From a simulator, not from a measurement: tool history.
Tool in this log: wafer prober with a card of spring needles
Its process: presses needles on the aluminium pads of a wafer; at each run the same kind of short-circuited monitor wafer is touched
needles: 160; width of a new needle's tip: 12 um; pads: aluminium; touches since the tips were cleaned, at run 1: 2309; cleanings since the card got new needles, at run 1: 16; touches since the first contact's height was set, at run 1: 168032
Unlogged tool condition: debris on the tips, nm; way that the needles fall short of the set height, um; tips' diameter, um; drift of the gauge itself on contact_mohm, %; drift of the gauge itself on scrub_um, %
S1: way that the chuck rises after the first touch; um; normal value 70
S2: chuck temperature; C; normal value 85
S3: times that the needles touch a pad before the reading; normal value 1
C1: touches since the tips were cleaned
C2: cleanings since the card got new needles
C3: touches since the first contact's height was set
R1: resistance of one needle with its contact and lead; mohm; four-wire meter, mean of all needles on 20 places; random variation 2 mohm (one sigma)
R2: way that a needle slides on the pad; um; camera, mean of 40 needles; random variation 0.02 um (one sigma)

run	hour	S1	S2	S3	C1	C2	C3	R1	R2
1	0	70	85	1	2309	16	168032	218	10.83
2	3.8	70	85	1	4291	16	170014	216	10.82
3	12.2	70	85	1	8668	16	174391	221	10.82
# hour 13: tips cleaned on abrasive film
4	19.9	70	85	1	3638	17	178394	222	10.8
5	28.6	70	85	1	8140	17	182896	219	10.8
# hour 30.1: tips cleaned on abrasive film
6	34.8	70	83	1	2452	18	186088	218	10.82
7	43.9	70	83	1	7232	18	190868	219	10.81
# hour 47: tips cleaned on abrasive film
8	49.1	74	85	1	1082	19	193512	218	11.45
9	54.9	70	59	1	4133	19	196563	212	10.81
10	59.4	70	59	1	6471	19	198901	212	10.86
# hour 64.3: tips cleaned on abrasive film
11	64.9	70	109	1	312	20	201722	227	10.82
# hour 68.9: height of the first contact set anew
12	71.4	70	85	1	3542	20	1270	223	10.88
13	78.9	61	85	1	7476	20	5204	222	9.52
# hour 81.7: tips cleaned on abrasive film
14	83.8	61	96	1	1072	21	7705	221	9.47
15	92.6	61	96	1	5699	21	12332	224	9.5
# hour 98.6: tips cleaned on abrasive film
16	100.4	61	96	1	950	22	16336	223	9.48
17	104.8	70	69	1	3215	22	18601	218	10.87
18	109.3	70	69	1	5615	22	21001	214	10.9
# hour 115.4: tips cleaned on abrasive film
19	115.4	65	44	1	0	23	24130	209	10.15

What will run 20 give?
20	120.9	65	44	1	2834	23	26964	?	?

R1: 213 mohm
R2: 10.11 um
The same run, on a tool lacking any hidden state, would have yielded R1 213 mohm, R2 9.99 um.
